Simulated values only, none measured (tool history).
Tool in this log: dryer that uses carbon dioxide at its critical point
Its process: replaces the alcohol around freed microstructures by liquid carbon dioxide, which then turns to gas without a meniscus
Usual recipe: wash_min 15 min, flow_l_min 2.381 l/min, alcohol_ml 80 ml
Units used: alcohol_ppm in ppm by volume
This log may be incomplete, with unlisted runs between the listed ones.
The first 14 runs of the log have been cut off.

run 15 day=30.433 | wash_min=15 flow_l_min=2.381 alcohol_ml=29 | alcohol_ppm=28
run 16 day=32.162 | wash_min=15 flow_l_min=2.381 alcohol_ml=80 | alcohol_ppm=32
-- day=32.925 inlet filter changed
run 17 day=34.233 | wash_min=15 flow_l_min=2.381 alcohol_ml=80 | alcohol_ppm=29
run 18 day=36.896 | wash_min=15 flow_l_min=2.381 alcohol_ml=80 | alcohol_ppm=27
run 19 day=38.217 | wash_min=15 flow_l_min=2.381 alcohol_ml=80 | alcohol_ppm=36
run 20 day=40.804 | wash_min=15 flow_l_min=2.381 alcohol_ml=80 | alcohol_ppm=37
run 21 day=42.717 | wash_min=15 flow_l_min=2.381 alcohol_ml=80 | alcohol_ppm=41
run 22 day=43.929 | wash_min=15 flow_l_min=2.381 alcohol_ml=80 | alcohol_ppm=35
run 23 day=46.771 | wash_min=15 flow_l_min=2.381 alcohol_ml=80 | alcohol_ppm=36
run 24 day=48.55 | wash_min=15 flow_l_min=2.381 alcohol_ml=80 | alcohol_ppm=40
run 25 day=50.846 | wash_min=10 flow_l_min=3.48 alcohol_ml=93 | alcohol_ppm=44
run 26 day=52.1 | wash_min=13 flow_l_min=3.35 alcohol_ml=65 | alcohol_ppm=38
run 27 day=54.338 | wash_min=13 flow_l_min=3.35 alcohol_ml=65 | alcohol_ppm=48
run 28 day=56.346 | wash_min=13 flow_l_min=3.35 alcohol_ml=65 | alcohol_ppm=40

What will run 29 give?
run 29 day=57.596 | wash_min=15 flow_l_min=1.97 alcohol_ml=80 | alcohol_ppm=?

alcohol_ppm: 79 ppm by volume
With the hidden condition absent and the run-to-run variation left alone, this run would have shown alcohol_ppm 24 ppm by volume.
